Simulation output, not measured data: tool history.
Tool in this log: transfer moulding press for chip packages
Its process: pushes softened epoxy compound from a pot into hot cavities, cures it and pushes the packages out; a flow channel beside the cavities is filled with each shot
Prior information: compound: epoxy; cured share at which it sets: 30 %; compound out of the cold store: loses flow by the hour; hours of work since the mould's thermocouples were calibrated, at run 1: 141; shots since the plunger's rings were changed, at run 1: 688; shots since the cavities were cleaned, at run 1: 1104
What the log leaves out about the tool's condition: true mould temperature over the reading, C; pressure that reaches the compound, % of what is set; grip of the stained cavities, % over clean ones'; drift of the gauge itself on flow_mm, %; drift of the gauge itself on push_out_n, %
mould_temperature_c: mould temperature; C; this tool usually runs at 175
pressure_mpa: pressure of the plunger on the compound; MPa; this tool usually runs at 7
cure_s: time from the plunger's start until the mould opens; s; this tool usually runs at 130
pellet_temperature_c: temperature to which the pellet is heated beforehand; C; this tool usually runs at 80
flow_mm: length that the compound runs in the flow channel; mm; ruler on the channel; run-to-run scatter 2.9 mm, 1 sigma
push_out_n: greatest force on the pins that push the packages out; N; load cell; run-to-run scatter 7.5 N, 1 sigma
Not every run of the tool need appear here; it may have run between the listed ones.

run   hour  mould_temperature_c  pressure_mpa  cure_s  pellet_temperature_c  hours of work since the mould's thermocouples were calibrated  shots since the plunger's rings were changed  shots since the cavities were cleaned  incoming compound's hours out of the cold store  flow_mm  push_out_n
  1      0                  175             7     130                    80                                                            141                                           688                                   1104                                             31.2      769         495
       6.1  -- cavities cleaned with cleaning compound and waxed
  2    9.7                  175             7     130                    80                                                            147                                           778                                     39                                             36.4      743         332
  3     20                  175             7     130                    80                                                            155                                           890                                    151                                             32.9      759         371
  4   31.8                  175             7     130                    80                                                            164                                          1019                                    280                                             32.3      756         405
  5   43.7                  175             7     130                    80                                                            173                                          1150                                    411                                             15.1      831         438
  6   49.9                  175             7     130                    80                                                            177                                          1217                                    478                                             27.3      781         441
  7   61.7                  175             7     130                    80                                                            186                                          1346                                    607                                             27.7      773         452
  8   68.8                  175             7     151                    80                                                            191                                          1424                                    685                                             14.5      829         405
      71.7  -- mould's thermocouples calibrated
  9   82.1                  175             7     130                    80                                                              8                                          1548                                    809                                             17.9      818         497
 10   90.5                  175             7     130                    80                                                             14                                          1639                                    900                                             22.3      796         513
 11   96.4                  175             7     130                    80                                                             18                                          1704                                    965                                             36.3      734         490
 12  103.2                  176             7     158                    71                                                             23                                          1779                                   1040                                             23.7      784         403
 13  111.6                  173          6.93     150                    78                                                             29                                          1870                                   1131                                             41.5      717         457
     114.3  -- cavities cleaned with cleaning compound and waxed
     121.9  -- mould's thermocouples calibrated, once more
 14    128                  167          6.93     118                    71                                                              5                                          2012                                    129                                             41.3      736         721
 15  134.6                  179          5.52     157                    81                                                              9                                          2084                                    201                                             18.8      696         312
 16  147.4                  179          5.52     157                    81                                                             19                                          2223                                    340                                               25      674         342
 17  156.8                  179          7.89     157                    81                                                             26                                          2326                                    443                                             28.4      799         336
 18  167.5                  176          8.22     111                    89                                                             34                                          2443                                    560                                             11.2      903         577
 19    175                  176          8.22     111                    89                                                             39                                          2525                                    642                                             34.7      790         531

What will run 20 give?
 20  186.1                  176          8.22     111                    89                                                             47                                          2646                                    763                                             43.5        ?           ?

Run 20 measured flow_mm 751 mm, push_out_n 530 N.
Had the tool carried no hidden state, the very same run would have given flow_mm 776 mm, push_out_n 351 N.
